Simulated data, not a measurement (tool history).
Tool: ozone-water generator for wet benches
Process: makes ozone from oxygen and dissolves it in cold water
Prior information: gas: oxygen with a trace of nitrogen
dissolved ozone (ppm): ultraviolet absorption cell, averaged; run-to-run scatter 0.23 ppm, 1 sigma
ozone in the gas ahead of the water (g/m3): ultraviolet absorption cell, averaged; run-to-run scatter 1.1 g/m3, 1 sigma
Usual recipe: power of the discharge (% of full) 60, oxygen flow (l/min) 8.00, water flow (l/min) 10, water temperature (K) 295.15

run,hour,power of the discharge (% of full),oxygen flow (l/min),water flow (l/min),water temperature (K),dissolved ozone (ppm),ozone in the gas ahead of the water (g/m3)
1,0.0,60,8.00,10,295.15,33.8,203.2
2,231.9,60,7.02,10,295.15,34.1,214.5
3,383.1,60,8.00,10,292.15,36.1,204.4
4,569.0,60,8.00,10,292.15,36.2,203.5
5,694.3,60,8.00,10,292.15,36.0,204.5
6,816.8,60,8.00,10,292.15,36.1,206.7
7,949.7,60,8.00,10,292.15,36.0,206.4
8,1138.8,60,8.00,10,292.15,36.6,206.7
9,1337.0,60,8.00,10,292.15,36.3,205.2
10,1435.3,60,8.00,10,295.15,33.7,207.1
11,1641.7,60,8.00,10,295.15,33.3,206.8
12,1842.5,60,8.00,10,288.15,40.0,205.3
# hour 2045.3: contactor cleaned
13,2045.4,60,8.00,10,288.15,40.0,207.1
# hour 2174.2: water thermometer calibrated
14,2261.4,60,8.00,10,288.15,39.4,208.6
15,2375.4,60,8.00,10,288.15,39.9,209.6
16,2595.2,60,8.00,10,288.15,39.9,209.0
17,2797.5,60,8.00,8,288.15,43.4,211.0
18,3026.5,60,8.00,8,288.15,43.7,211.2
19,3158.4,60,8.00,8,288.15,43.0,208.6
20,3263.5,60,8.00,8,288.15,43.4,212.0
21,3426.8,60,8.00,15,297.15,27.4,211.3
22,3591.2,60,8.00,15,297.15,27.0,210.7
23,3718.2,58,8.60,9,295.15,34.0,201.2
# hour 3754.8: gauge calibrated
24,3925.3,66,10.63,7,290.15,43.9,196.8
25,4035.2,66,10.63,7,290.15,44.2,196.1

Branching from run 25: 4 alternative next runs. What would each branch give?
A,4147.6,60,5.74,15,293.15,?,?
B,4147.6,83,10.63,11,290.15,?,?
C,4147.6,60,5.15,15,302.15,?,?
D,4147.6,70,10.63,7,292.15,?,?

run,dissolved ozone (ppm),ozone in the gas ahead of the water (g/m3)
A,28.7,230.3
B,43.6,221.9
C,24.2,239.2
D,43.3,204.9
With no hidden state in the tool, these same runs would have given:
run,dissolved ozone (ppm),ozone in the gas ahead of the water (g/m3)
A,28.8,230.2
B,43.7,221.9
C,24.2,239.1
D,43.5,204.8
